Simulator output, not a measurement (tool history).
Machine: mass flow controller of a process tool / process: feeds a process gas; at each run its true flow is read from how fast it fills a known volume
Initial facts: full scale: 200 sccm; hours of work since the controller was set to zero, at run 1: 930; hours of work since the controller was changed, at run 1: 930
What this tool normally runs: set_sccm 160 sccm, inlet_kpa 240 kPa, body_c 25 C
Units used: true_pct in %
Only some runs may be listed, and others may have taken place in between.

run	hour	set_sccm	inlet_kpa	body_c	hours of work since the controller was set to zero	hours of work since the controller was changed	true_pct
1	0.0	160	240	25	930	930	99.66
2	128.0	160	240	25	1000	1000	99.34
3	218.2	160	240	25	1049	1049	99.42
4	318.8	160	240	25	1104	1104	99.24
5	420.7	160	240	25	1160	1160	99.19
6	507.4	160	213	25	1207	1207	99.16
7	645.9	160	213	25	1283	1283	99.01
8	762.4	160	213	25	1346	1346	98.84
9	863.8	160	213	25	1402	1402	98.88
10	992.1	160	213	25	1472	1472	98.73
11	1096.7	160	213	30	1529	1529	98.07
12	1231.9	160	213	30	1603	1603	98.10
13	1363.8	160	213	30	1675	1675	97.91
14	1465.6	160	168	21	1731	1731	98.88
15	1581.9	111	159	21	1794	1794	98.35
16	1699.6	111	159	21	1859	1859	98.20
17	1784.6	26	142	28	1905	1905	96.81
18	1882.0	160	240	22	1958	1958	98.09
19	1972.5	39	192	25	2008	2008	96.84
20	2047.1	36	240	25	2049	2049	96.55
21	2166.0	57	225	39	2113	2113	95.31
22	2229.4	192	240	29	2148	2148	97.52
23	2329.1	192	240	29	2203	2203	97.33
24	2418.2	195	226	38	2251	2251	96.48
25	2498.8	112	171	39	2295	2295	95.63

Here are 4 independent what-if runs from the current tool condition. What would each one return?
A	2609.4	160	269	25	2356	2356	?
B	2609.4	40	171	39	2356	2356	?
C	2609.4	160	166	29	2356	2356	?
D	2609.4	26	171	39	2356	2356	?

run	true_pct
A	97.16
B	94.99
C	96.84
D	94.82
The same runs, with their run-to-run variation unchanged, on a tool lacking any hidden condition would have given:
run	true_pct
A	99.51
B	97.29
C	99.19
D	97.11

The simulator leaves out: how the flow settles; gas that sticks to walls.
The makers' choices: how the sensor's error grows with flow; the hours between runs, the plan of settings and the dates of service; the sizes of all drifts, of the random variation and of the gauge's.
